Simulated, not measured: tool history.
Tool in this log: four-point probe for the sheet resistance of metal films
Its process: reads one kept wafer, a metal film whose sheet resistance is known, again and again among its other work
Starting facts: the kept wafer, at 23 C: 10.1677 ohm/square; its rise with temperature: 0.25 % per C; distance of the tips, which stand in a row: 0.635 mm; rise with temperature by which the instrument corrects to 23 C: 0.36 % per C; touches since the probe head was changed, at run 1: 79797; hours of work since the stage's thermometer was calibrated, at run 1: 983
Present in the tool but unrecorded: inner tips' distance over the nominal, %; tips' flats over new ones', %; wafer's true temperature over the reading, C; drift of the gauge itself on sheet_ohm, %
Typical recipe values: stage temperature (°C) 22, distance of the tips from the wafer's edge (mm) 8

run    hour  stage temperature (°C)  distance of the tips from the wafer's edge (mm)  touches since the probe head was changed  hours of work since the stage's thermometer was calibrated  sheet resistance as the instrument gives it (ohm/square)
  1     0.0                      22                                                8                                     79797                                                         983                                                 10.155682
  2    60.7                      32                                                8                                     81951                                                        1026                                                 10.049505
  3   118.5                      32                                                8                                     84000                                                        1067                                                 10.046259
  4   156.3                      22                                                8                                     85344                                                        1093                                                 10.153020
  5   212.3                      22                                                8                                     87330                                                        1133                                                 10.155013
  6   247.8                      27                                                8                                     88589                                                        1157                                                 10.099093
  7   318.1                      27                                                8                                     91085                                                        1207                                                 10.097503
  8   347.4                      27                                                8                                     92124                                                        1227                                                 10.095178
  9   402.5                      27                                                8                                     94080                                                        1266                                                 10.096646
 10   466.5                      18                                                8                                     96349                                                        1311                                                 10.192634
 11   521.1                      18                                                8                                     98287                                                        1349                                                 10.193494
      525.8  -- stage's thermometer calibrated
 12   564.7                      18                                                8                                     99816                                                          27                                                 10.198491
 13   607.2                      18                                                8                                    101326                                                          57                                                 10.197225
 14   651.5                      18                                                8                                    102898                                                          88                                                 10.200650
 15   711.5                      22                                               61                                    105027                                                         130                                                 10.120286
      767.1  -- stage's thermometer calibrated, once more
 16   779.9                      22                                                8                                    107434                                                           9                                                 10.129364
 17   829.9                      22                                                8                                    109211                                                          44                                                 10.132789
 18   874.4                      26                                               26                                    110788                                                          75                                                 10.052442
 19   919.6                      23                                                3                                    112394                                                         107                                                 10.322583
 20   983.8                      25                                                8                                    114672                                                         152                                                 10.092940
 21  1051.9                      29                                               62                                    117086                                                         200                                                 10.017254
 22  1102.5                      34                                               10                                    118882                                                         236                                                  9.985978
 23  1141.3                      24                                                6                                    120258                                                         263                                                 10.131257
 24  1187.6                      25                                                6                                    121901                                                         295                                                 10.119914
 25  1256.6                      25                                                6                                    124351                                                         344                                                 10.118405
 26  1318.9                      24                                               70                                    126561                                                         388                                                 10.069679
 27  1390.6                      34                                                8                                    129105                                                         438                                                  9.992156
 28  1441.2                      23                                               10                                    130902                                                         474                                                 10.098592
 29  1500.8                      20                                               22                                    133015                                                         515                                                 10.112452
 30  1531.2                      23                                                8                                    134093                                                         537                                                 10.111703
 31  1572.4                      23                                                8                                    135556                                                         566                                                 10.109410
 32  1608.6                      21                                                8                                    136840                                                         591                                                 10.131997
 33  1659.8                      18                                                4                                    138657                                                         627                                                 10.268255

Alternative continuations, all from the tool just after run 33; predict every row:
  A  1731.5                      34                                               30                                    141203                                                         677                                                         ?
  B  1731.5                      23                                               58                                    141203                                                         677                                                         ?
  C  1731.5                      18                                               10                                    141203                                                         677                                                         ?

run  sheet resistance as the instrument gives it (ohm/square)
  A                                                  9.958526
  B                                                 10.070673
  C                                                 10.151230
With no hidden state in the tool, these same runs would have given:
run  sheet resistance as the instrument gives it (ohm/square)
  A                                                 10.051805
  B                                                 10.164872
  C                                                 10.246104
